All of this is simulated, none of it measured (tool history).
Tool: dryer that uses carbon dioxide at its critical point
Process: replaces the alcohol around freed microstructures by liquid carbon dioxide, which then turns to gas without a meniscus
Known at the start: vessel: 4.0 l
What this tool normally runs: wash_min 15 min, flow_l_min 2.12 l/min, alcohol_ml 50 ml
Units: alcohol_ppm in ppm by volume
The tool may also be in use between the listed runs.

run,hour,wash_min,flow_l_min,alcohol_ml,alcohol_ppm
1,0,15,2.12,50,78
2,14.8,15,2.12,50,83
3,44,15,2.12,50,90
4,62.1,15,2.12,50,98
5,91.9,15,2.12,82,146
6,107,15,2.12,82,148
7,133.6,15,2.12,82,151
8,167.2,15,2.12,97,174
9,193.2,15,2.12,97,185
10,216.1,15,2.12,97,194
11,247.9,15,2.12,97,193
12,266.1,15,2.12,50,131
13,280.8,15,2.12,50,138
14,302.2,15,2.12,50,155
15,337.6,15,2.12,50,151
16,355.5,15,2.12,50,150
17,370.8,15,2.12,50,159
18,406.7,15,2.12,50,162
# hour 437.7: inlet filter changed
19,437.7,14,2.12,50,131
20,466.2,14,2.12,50,138
21,489.8,14,2.12,50,147
22,518,13,1.3,50,705
23,541.2,9,1.29,26,953
24,572.4,9,1.29,26,943
25,598.4,11,1.29,26,633
26,623.4,11,1.96,26,239
27,650.8,11,1.96,26,252
28,684.8,19,2.62,26,128
29,700.8,10,2.2,77,498
30,716.4,10,2.2,77,511
31,733.3,13,2.2,77,245
32,759.5,15,3.43,109,124
33,783.2,15,3.43,109,120
34,802.9,15,2.12,59,182
35,830.7,15,3.48,47,128
36,861.8,15,2.12,104,251
37,884.4,15,2.12,104,251
38,918,15,2.67,51,161
39,950.7,21,1.61,99,253
40,973.5,21,2.06,45,175

Below are 4 alternative next runs, each starting from the tool's condition after run 40. Predict each:
A,998.1,20,2.36,57,?
B,998.1,11,1.42,31,?
C,998.1,15,2.06,50,?
D,998.1,14,3.59,60,?

run,alcohol_ppm
A,160
B,777
C,228
D,155
The same runs, with their run-to-run variation unchanged, on a tool lacking any hidden condition would have given:
run,alcohol_ppm
A,7
B,458
C,41
D,3
